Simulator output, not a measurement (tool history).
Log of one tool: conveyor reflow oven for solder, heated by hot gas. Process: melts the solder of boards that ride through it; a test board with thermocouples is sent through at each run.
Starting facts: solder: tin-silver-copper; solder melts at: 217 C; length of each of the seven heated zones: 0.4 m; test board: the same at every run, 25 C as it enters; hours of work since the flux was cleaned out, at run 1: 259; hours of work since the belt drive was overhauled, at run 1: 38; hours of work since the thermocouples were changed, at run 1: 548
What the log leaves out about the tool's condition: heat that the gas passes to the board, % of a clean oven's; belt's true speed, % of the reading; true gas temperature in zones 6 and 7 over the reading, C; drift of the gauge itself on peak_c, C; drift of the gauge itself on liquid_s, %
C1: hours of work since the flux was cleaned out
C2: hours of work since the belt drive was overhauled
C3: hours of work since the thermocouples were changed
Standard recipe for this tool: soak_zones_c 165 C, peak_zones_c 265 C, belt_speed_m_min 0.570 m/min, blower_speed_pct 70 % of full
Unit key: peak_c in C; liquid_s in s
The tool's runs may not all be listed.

{"run": 1, "hour": 0.0, "soak_zones_c": 165, "peak_zones_c": 265, "belt_speed_m_min": 0.57, "blower_speed_pct": 70, "C1": 259, "C2": 38, "C3": 548, "peak_c": 244.5, "liquid_s": 52.4}
{"hour": 27.4, "done": "flux residue cleaned out of gas plates and filters"}
{"run": 2, "hour": 35.8, "soak_zones_c": 165, "peak_zones_c": 265, "belt_speed_m_min": 0.57, "blower_speed_pct": 70, "C1": 5, "C2": 56, "C3": 565, "peak_c": 246.5, "liquid_s": 54.2}
{"hour": 41.1, "done": "thermocouples of zones 6 and 7 changed"}
{"run": 3, "hour": 57.9, "soak_zones_c": 158, "peak_zones_c": 265, "belt_speed_m_min": 0.57, "blower_speed_pct": 70, "C1": 17, "C2": 68, "C3": 10, "peak_c": 245.3, "liquid_s": 51.3}
{"run": 4, "hour": 94.1, "soak_zones_c": 158, "peak_zones_c": 265, "belt_speed_m_min": 0.57, "blower_speed_pct": 70, "C1": 38, "C2": 89, "C3": 31, "peak_c": 245.5, "liquid_s": 50.9}
{"run": 5, "hour": 127.4, "soak_zones_c": 158, "peak_zones_c": 265, "belt_speed_m_min": 0.57, "blower_speed_pct": 70, "C1": 57, "C2": 108, "C3": 50, "peak_c": 245.5, "liquid_s": 51.3}
{"run": 6, "hour": 156.4, "soak_zones_c": 165, "peak_zones_c": 265, "belt_speed_m_min": 0.57, "blower_speed_pct": 70, "C1": 74, "C2": 125, "C3": 67, "peak_c": 247.3, "liquid_s": 54.1}
{"run": 7, "hour": 173.3, "soak_zones_c": 165, "peak_zones_c": 265, "belt_speed_m_min": 0.657, "blower_speed_pct": 70, "C1": 84, "C2": 135, "C3": 77, "peak_c": 241.2, "liquid_s": 40.7}
{"run": 8, "hour": 201.6, "soak_zones_c": 165, "peak_zones_c": 265, "belt_speed_m_min": 0.657, "blower_speed_pct": 70, "C1": 100, "C2": 151, "C3": 93, "peak_c": 240.9, "liquid_s": 40.7}
{"run": 9, "hour": 229.2, "soak_zones_c": 165, "peak_zones_c": 265, "belt_speed_m_min": 0.57, "blower_speed_pct": 70, "C1": 116, "C2": 167, "C3": 109, "peak_c": 246.4, "liquid_s": 54.1}
{"run": 10, "hour": 255.5, "soak_zones_c": 168, "peak_zones_c": 265, "belt_speed_m_min": 0.57, "blower_speed_pct": 70, "C1": 132, "C2": 183, "C3": 125, "peak_c": 246.7, "liquid_s": 55.8}
{"run": 11, "hour": 281.4, "soak_zones_c": 165, "peak_zones_c": 265, "belt_speed_m_min": 0.57, "blower_speed_pct": 70, "C1": 147, "C2": 198, "C3": 140, "peak_c": 246.0, "liquid_s": 54.0}
{"hour": 288.7, "done": "belt drive overhauled, speed set with a stopwatch"}
{"run": 12, "hour": 311.8, "soak_zones_c": 165, "peak_zones_c": 265, "belt_speed_m_min": 0.57, "blower_speed_pct": 70, "C1": 162, "C2": 13, "C3": 155, "peak_c": 246.1, "liquid_s": 53.7}
{"run": 13, "hour": 340.5, "soak_zones_c": 165, "peak_zones_c": 265, "belt_speed_m_min": 0.57, "blower_speed_pct": 70, "C1": 179, "C2": 30, "C3": 172, "peak_c": 245.6, "liquid_s": 53.2}
{"hour": 354.9, "done": "belt drive overhauled, speed set with a stopwatch, once more"}
{"run": 14, "hour": 380.0, "soak_zones_c": 165, "peak_zones_c": 254, "belt_speed_m_min": 0.57, "blower_speed_pct": 70, "C1": 199, "C2": 15, "C3": 192, "peak_c": 236.7, "liquid_s": 42.5}
{"run": 15, "hour": 415.9, "soak_zones_c": 165, "peak_zones_c": 265, "belt_speed_m_min": 0.505, "blower_speed_pct": 70, "C1": 220, "C2": 35, "C3": 213, "peak_c": 249.1, "liquid_s": 64.9}
{"run": 16, "hour": 448.0, "soak_zones_c": 165, "peak_zones_c": 262, "belt_speed_m_min": 0.505, "blower_speed_pct": 70, "C1": 239, "C2": 54, "C3": 232, "peak_c": 246.1, "liquid_s": 62.3}
{"run": 17, "hour": 487.8, "soak_zones_c": 165, "peak_zones_c": 262, "belt_speed_m_min": 0.505, "blower_speed_pct": 70, "C1": 262, "C2": 77, "C3": 255, "peak_c": 246.4, "liquid_s": 62.4}
{"hour": 508.8, "done": "flux residue cleaned out of gas plates and filters"}
{"run": 18, "hour": 520.0, "soak_zones_c": 177, "peak_zones_c": 266, "belt_speed_m_min": 0.57, "blower_speed_pct": 70, "C1": 7, "C2": 93, "C3": 271, "peak_c": 249.1, "liquid_s": 62.2}
{"run": 19, "hour": 544.1, "soak_zones_c": 167, "peak_zones_c": 264, "belt_speed_m_min": 0.666, "blower_speed_pct": 87, "C1": 21, "C2": 107, "C3": 285, "peak_c": 244.4, "liquid_s": 45.2}

Expected results for the next run?
{"run": 20, "hour": 583.2, "soak_zones_c": 175, "peak_zones_c": 265, "belt_speed_m_min": 0.57, "blower_speed_pct": 70, "C1": 43, "C2": 130, "C3": 308, "peak_c": "?", "liquid_s": "?"}

For run 20 the tool returned peak_c 248.5 C, liquid_s 59.4 s.
Had the tool carried no hidden state, the very same run would have given peak_c 249.4 C, liquid_s 60.3 s.
